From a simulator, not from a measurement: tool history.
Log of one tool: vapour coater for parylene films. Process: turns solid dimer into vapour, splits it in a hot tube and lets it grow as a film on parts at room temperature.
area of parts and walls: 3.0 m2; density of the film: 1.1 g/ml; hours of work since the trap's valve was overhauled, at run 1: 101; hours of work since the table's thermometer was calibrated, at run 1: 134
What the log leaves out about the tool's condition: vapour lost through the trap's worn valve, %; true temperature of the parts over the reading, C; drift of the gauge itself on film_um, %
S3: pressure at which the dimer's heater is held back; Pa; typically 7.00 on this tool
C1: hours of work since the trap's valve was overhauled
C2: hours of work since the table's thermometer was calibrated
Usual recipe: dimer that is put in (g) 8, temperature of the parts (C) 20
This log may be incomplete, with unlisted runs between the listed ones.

Run 1, hour 0.0: usual settings; C1 101; C2 134. Result: thickness of the film (µm) 1.110.
Run 2, hour 8.5: usual settings; C1 105; C2 137. Result: thickness of the film (µm) 1.094.
Run 3, hour 21.5: usual settings but temperature of the parts (C) 22; C1 111; C2 143. Result: thickness of the film (µm) 1.064.
Run 4, hour 35.6: usual settings but temperature of the parts (C) 22, S3 9.56 Pa; C1 116; C2 149. Result: thickness of the film (µm) 0.977.
Run 5, hour 50.0: usual settings but temperature of the parts (C) 22, S3 9.56 Pa; C1 123; C2 155. Result: thickness of the film (µm) 0.986.
Run 6, hour 59.1: usual settings but temperature of the parts (C) 22, S3 9.56 Pa; C1 126; C2 159. Result: thickness of the film (µm) 0.984.
Run 7, hour 72.6: usual settings but temperature of the parts (C) 22, S3 9.56 Pa; C1 132; C2 164. Result: thickness of the film (µm) 0.987.
Run 8, hour 87.1: usual settings but temperature of the parts (C) 22, S3 9.56 Pa; C1 138; C2 170. Result: thickness of the film (µm) 0.975.
Run 9, hour 99.1: usual settings but temperature of the parts (C) 22, S3 9.56 Pa; C1 143; C2 175. Result: thickness of the film (µm) 0.973.
Run 10, hour 108.8: usual settings but temperature of the parts (C) 22, S3 9.56 Pa; C1 147; C2 179. Result: thickness of the film (µm) 0.961.
Run 11, hour 119.5: usual settings but temperature of the parts (C) 27; C1 152; C2 184. Result: thickness of the film (µm) 0.960.
Run 12, hour 128.0: usual settings but S3 2.53 Pa; C1 155; C2 188. Result: thickness of the film (µm) 1.391.
Run 13, hour 137.5: usual settings but S3 2.53 Pa; C1 159; C2 192. Result: thickness of the film (µm) 1.393.
At hour 139.3: table's thermometer calibrated.
Run 14, hour 149.0: usual settings but S3 2.53 Pa; C1 164; C2 4. Result: thickness of the film (µm) 1.387.
Run 15, hour 163.6: usual settings but S3 2.53 Pa; C1 170; C2 10. Result: thickness of the film (µm) 1.400.
At hour 177.4: table's thermometer calibrated, once more.
Run 16, hour 178.7: usual settings but dimer that is put in (g) 6, S3 2.53 Pa; C1 176; C2 1. Result: thickness of the film (µm) 1.044.
Run 17, hour 185.9: usual settings; C1 179; C2 4. Result: thickness of the film (µm) 1.090.
Run 18, hour 197.1: usual settings but dimer that is put in (g) 6; C1 184; C2 8. Result: thickness of the film (µm) 0.810.
Run 19, hour 207.2: usual settings but dimer that is put in (g) 6, S3 10.19 Pa; C1 188; C2 13. Result: thickness of the film (µm) 0.739.
Run 20, hour 220.7: usual settings but dimer that is put in (g) 6, S3 10.19 Pa; C1 194; C2 18. Result: thickness of the film (µm) 0.735.
Run 21, hour 231.2: usual settings but dimer that is put in (g) 6, temperature of the parts (C) 14, S3 10.19 Pa; C1 198; C2 23. Result: thickness of the film (µm) 0.808.
Run 22, hour 245.7: usual settings but dimer that is put in (g) 5; C1 204; C2 29. Result: thickness of the film (µm) 0.667.
Run 23, hour 260.5: usual settings but dimer that is put in (g) 5; C1 210; C2 35. Result: thickness of the film (µm) 0.682.
Run 24, hour 274.6: usual settings but dimer that is put in (g) 11, temperature of the parts (C) 30, S3 4.35 Pa; C1 216; C2 41. Result: thickness of the film (µm) 1.403.
Run 25, hour 281.6: usual settings but dimer that is put in (g) 11, temperature of the parts (C) 30, S3 4.35 Pa; C1 219; C2 44. Result: thickness of the film (µm) 1.404.
Run 26, hour 289.0: usual settings but dimer that is put in (g) 11, temperature of the parts (C) 30, S3 4.35 Pa; C1 222; C2 47. Result: thickness of the film (µm) 1.396.
Run 27, hour 296.9: usual settings but dimer that is put in (g) 5, temperature of the parts (C) 26, S3 7.74 Pa; C1 226; C2 50. Result: thickness of the film (µm) 0.583.
Run 28, hour 307.6: usual settings but dimer that is put in (g) 10, S3 3.04 Pa; C1 230; C2 55. Result: thickness of the film (µm) 1.632.
Run 29, hour 315.8: usual settings but dimer that is put in (g) 10, temperature of the parts (C) 32, S3 3.04 Pa; C1 234; C2 58. Result: thickness of the film (µm) 1.343.
Run 30, hour 325.8: usual settings but dimer that is put in (g) 10, temperature of the parts (C) 32, S3 3.04 Pa; C1 238; C2 63. Result: thickness of the film (µm) 1.344.
Run 31, hour 336.2: usual settings but dimer that is put in (g) 11, temperature of the parts (C) 13; C1 242; C2 67. Result: thickness of the film (µm) 1.662.
Run 32, hour 345.7: usual settings but dimer that is put in (g) 5, temperature of the parts (C) 15, S3 8.46 Pa; C1 246; C2 71. Result: thickness of the film (µm) 0.691.
Run 33, hour 352.3: usual settings but dimer that is put in (g) 3, temperature of the parts (C) 18, S3 3.25 Pa; C1 249; C2 74. Result: thickness of the film (µm) 0.515.
Run 34, hour 363.5: usual settings but dimer that is put in (g) 6, temperature of the parts (C) 25, S3 9.18 Pa; C1 254; C2 78. Result: thickness of the film (µm) 0.684.
Run 35, hour 377.8: usual settings but dimer that is put in (g) 12, temperature of the parts (C) 25, S3 9.18 Pa; C1 260; C2 84. Result: thickness of the film (µm) 1.380.
Run 36, hour 386.7: usual settings but dimer that is put in (g) 5, temperature of the parts (C) 32, S3 6.47 Pa; C1 264; C2 88. Result: thickness of the film (µm) 0.553.
Run 37, hour 393.7: usual settings but temperature of the parts (C) 18; C1 267; C2 91. Result: thickness of the film (µm) 1.113.
Run 38, hour 408.0: usual settings but dimer that is put in (g) 5, temperature of the parts (C) 13; C1 273; C2 97. Result: thickness of the film (µm) 0.746.
Run 39, hour 416.1: usual settings but dimer that is put in (g) 5, temperature of the parts (C) 15, S3 6.41 Pa; C1 276; C2 101. Result: thickness of the film (µm) 0.733.
Run 40, hour 430.3: usual settings but dimer that is put in (g) 11, S3 9.96 Pa; C1 282; C2 107. Result: thickness of the film (µm) 1.360.
Run 41, hour 439.5: usual settings but dimer that is put in (g) 7, temperature of the parts (C) 15, S3 10.09 Pa; C1 286; C2 110. Result: thickness of the film (µm) 0.928.
Run 42, hour 452.3: usual settings but dimer that is put in (g) 3, temperature of the parts (C) 15, S3 3.00 Pa; C1 291; C2 116. Result: thickness of the film (µm) 0.533.
Run 43, hour 465.6: usual settings but dimer that is put in (g) 3, temperature of the parts (C) 15, S3 5.59 Pa; C1 297; C2 121. Result: thickness of the film (µm) 0.457.
Run 44, hour 476.7: usual settings but dimer that is put in (g) 5, temperature of the parts (C) 19, S3 10.66 Pa; C1 302; C2 126. Result: thickness of the film (µm) 0.621.
Run 45, hour 487.5: usual settings but dimer that is put in (g) 5, temperature of the parts (C) 19, S3 10.66 Pa; C1 306; C2 131. Result: thickness of the film (µm) 0.612.
Run 46, hour 498.5: usual settings but dimer that is put in (g) 6, temperature of the parts (C) 28, S3 2.54 Pa; C1 311; C2 135. Result: thickness of the film (µm) 0.890.

What if the next run were any one of these 4? Each begins from the tool's condition after run 46:
Run A, hour 506.5: usual settings but dimer that is put in (g) 6, temperature of the parts (C) 22, S3 3.02 Pa; C1 314; C2 139. Result: thickness of the film (µm) ?.
Run B, hour 506.5: usual settings but dimer that is put in (g) 9; C1 314; C2 139. Result: thickness of the film (µm) ?.
Run C, hour 506.5: usual settings but dimer that is put in (g) 6, temperature of the parts (C) 28, S3 6.10 Pa; C1 314; C2 139. Result: thickness of the film (µm) ?.
Run D, hour 506.5: usual settings but dimer that is put in (g) 3, temperature of the parts (C) 29, S3 9.20 Pa; C1 314; C2 139. Result: thickness of the film (µm) ?.

run  thickness of the film (µm)
  A                       0.943
  B                       1.192
  C                       0.717
  D                       0.313
The same runs, with their run-to-run variation unchanged, on a tool lacking any hidden condition would have given:
run  thickness of the film (µm)
  A                       0.992
  B                       1.254
  C                       0.754
  D                       0.329

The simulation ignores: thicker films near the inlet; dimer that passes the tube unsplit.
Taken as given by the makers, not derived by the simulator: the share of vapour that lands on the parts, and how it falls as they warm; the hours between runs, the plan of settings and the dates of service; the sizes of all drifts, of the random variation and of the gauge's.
